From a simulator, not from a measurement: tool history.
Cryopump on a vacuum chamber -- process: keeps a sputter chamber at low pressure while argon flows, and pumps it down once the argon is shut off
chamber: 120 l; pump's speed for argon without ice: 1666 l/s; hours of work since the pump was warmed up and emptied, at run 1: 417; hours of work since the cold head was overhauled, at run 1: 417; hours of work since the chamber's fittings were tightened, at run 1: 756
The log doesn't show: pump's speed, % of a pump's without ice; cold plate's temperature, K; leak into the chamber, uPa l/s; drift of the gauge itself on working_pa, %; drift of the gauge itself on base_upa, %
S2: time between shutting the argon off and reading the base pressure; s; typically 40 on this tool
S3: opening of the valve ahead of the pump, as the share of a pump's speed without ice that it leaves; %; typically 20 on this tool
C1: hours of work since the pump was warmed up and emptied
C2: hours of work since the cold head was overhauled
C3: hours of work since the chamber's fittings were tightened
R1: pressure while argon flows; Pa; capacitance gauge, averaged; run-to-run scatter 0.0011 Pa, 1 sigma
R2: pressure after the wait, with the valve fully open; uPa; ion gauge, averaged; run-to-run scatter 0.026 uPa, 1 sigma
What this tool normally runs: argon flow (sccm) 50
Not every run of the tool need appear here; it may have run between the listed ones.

run 1 hour=0.0 | argon_flow_(sccm)=50 S2=40 S3=20 | C1=417 C2=417 C3=756 | R1=0.2665 R2=1.77
run 2 hour=49.8 | argon_flow_(sccm)=50 S2=40 S3=20 | C1=444 C2=444 C3=783 | R1=0.2657 R2=1.90
run 3 hour=88.9 | argon_flow_(sccm)=50 S2=40 S3=20 | C1=465 C2=465 C3=804 | R1=0.2646 R2=1.94
run 4 hour=142.7 | argon_flow_(sccm)=50 S2=40 S3=20 | C1=494 C2=494 C3=832 | R1=0.2678 R2=1.97
run 5 hour=213.6 | argon_flow_(sccm)=50 S2=40 S3=20 | C1=532 C2=532 C3=870 | R1=0.2700 R2=2.00
run 6 hour=287.1 | argon_flow_(sccm)=66 S2=40 S3=20 | C1=571 C2=571 C3=910 | R1=0.3545 R2=2.05
run 7 hour=363.7 | argon_flow_(sccm)=66 S2=40 S3=20 | C1=612 C2=612 C3=951 | R1=0.3598 R2=2.09
-- hour=377.5 pump warmed up, emptied and cooled again
run 8 hour=424.3 | argon_flow_(sccm)=66 S2=40 S3=20 | C1=25 C2=642 C3=981 | R1=0.3358 R2=1.81
run 9 hour=474.9 | argon_flow_(sccm)=50 S2=40 S3=20 | C1=52 C2=669 C3=1008 | R1=0.2549 R2=1.86
run 10 hour=515.6 | argon_flow_(sccm)=50 S2=40 S3=20 | C1=74 C2=691 C3=1030 | R1=0.2547 R2=1.90
run 11 hour=583.7 | argon_flow_(sccm)=38 S2=40 S3=20 | C1=111 C2=727 C3=1066 | R1=0.1943 R2=1.95
run 12 hour=649.5 | argon_flow_(sccm)=38 S2=40 S3=20 | C1=146 C2=762 C3=1101 | R1=0.1964 R2=1.96
run 13 hour=681.1 | argon_flow_(sccm)=50 S2=40 S3=42 | C1=163 C2=779 C3=1118 | R1=0.1252 R2=2.02
run 14 hour=725.4 | argon_flow_(sccm)=50 S2=40 S3=42 | C1=186 C2=803 C3=1142 | R1=0.1248 R2=1.97
run 15 hour=792.6 | argon_flow_(sccm)=50 S2=40 S3=42 | C1=222 C2=839 C3=1178 | R1=0.1268 R2=2.12
run 16 hour=832.7 | argon_flow_(sccm)=50 S2=40 S3=42 | C1=244 C2=861 C3=1200 | R1=0.1266 R2=2.13
run 17 hour=887.0 | argon_flow_(sccm)=50 S2=40 S3=42 | C1=273 C2=890 C3=1229 | R1=0.1265 R2=2.18
run 18 hour=929.4 | argon_flow_(sccm)=29 S2=91 S3=42 | C1=296 C2=912 C3=1251 | R1=0.0739 R2=1.71
run 19 hour=980.2 | argon_flow_(sccm)=76 S2=104 S3=22 | C1=323 C2=940 C3=1279 | R1=0.3626 R2=1.70
run 20 hour=1053.9 | argon_flow_(sccm)=76 S2=131 S3=33 | C1=363 C2=979 C3=1318 | R1=0.2476 R2=1.64
run 21 hour=1086.7 | argon_flow_(sccm)=80 S2=24 S3=21 | C1=380 C2=997 C3=1336 | R1=0.3986 R2=2.87
run 22 hour=1159.6 | argon_flow_(sccm)=50 S2=74 S3=20 | C1=419 C2=1036 C3=1375 | R1=0.2648 R2=2.00
run 23 hour=1207.5 | argon_flow_(sccm)=99 S2=40 S3=39 | C1=445 C2=1061 C3=1400 | R1=0.2800 R2=2.41
run 24 hour=1264.6 | argon_flow_(sccm)=55 S2=156 S3=24 | C1=475 C2=1092 C3=1431 | R1=0.2454 R2=1.77
run 25 hour=1334.0 | argon_flow_(sccm)=26 S2=35 S3=29 | C1=513 C2=1129 C3=1468 | R1=0.0984 R2=2.61
run 26 hour=1383.8 | argon_flow_(sccm)=46 S2=72 S3=27 | C1=539 C2=1156 C3=1495 | R1=0.1853 R2=2.16
run 27 hour=1459.8 | argon_flow_(sccm)=46 S2=72 S3=27 | C1=580 C2=1197 C3=1536 | R1=0.1859 R2=2.22
run 28 hour=1494.3 | argon_flow_(sccm)=32 S2=116 S3=21 | C1=599 C2=1215 C3=1554 | R1=0.1632 R2=2.10
-- hour=1530.8 pump warmed up, emptied and cooled again
run 29 hour=1530.8 | argon_flow_(sccm)=32 S2=116 S3=21 | C1=0 C2=1232 C3=1571 | R1=0.1550 R2=1.69
run 30 hour=1607.2 | argon_flow_(sccm)=32 S2=116 S3=21 | C1=41 C2=1273 C3=1612 | R1=0.1569 R2=1.75
run 31 hour=1670.0 | argon_flow_(sccm)=49 S2=116 S3=20 | C1=75 C2=1307 C3=1646 | R1=0.2505 R2=1.82
run 32 hour=1722.2 | argon_flow_(sccm)=21 S2=31 S3=20 | C1=103 C2=1335 C3=1674 | R1=0.1079 R2=2.65
run 33 hour=1788.5 | argon_flow_(sccm)=49 S2=29 S3=20 | C1=138 C2=1370 C3=1709 | R1=0.2520 R2=2.76

What differs in the tool's unlogged condition from the final listed run ahead of each entry between runs to the first listed run following it?
Logged between run 7 and run 8: pump warmed up, emptied and cooled again (hour 377.5)
  pump's speed, % of a pump's without ice: 74.2 -> 98.8; cold plate's temperature, K: 12.26 -> 12.27; leak into the chamber, uPa l/s: 1507 -> 1547
  measured value less the no-hidden-state value, R1: +0.0238 -> +0.0012 Pa; R2: +1.04 -> +0.74 uPa
Logged between run 28 and run 29: pump warmed up, emptied and cooled again (hour 1530.8)
  pump's speed, % of a pump's without ice: 77.1 -> 98.6; cold plate's temperature, K: 12.46 -> 12.47; leak into the chamber, uPa l/s: 2287 -> 2307
  measured value less the no-hidden-state value, R1: +0.0099 -> +0.0008 Pa; R2: +1.61 -> +1.19 uPa
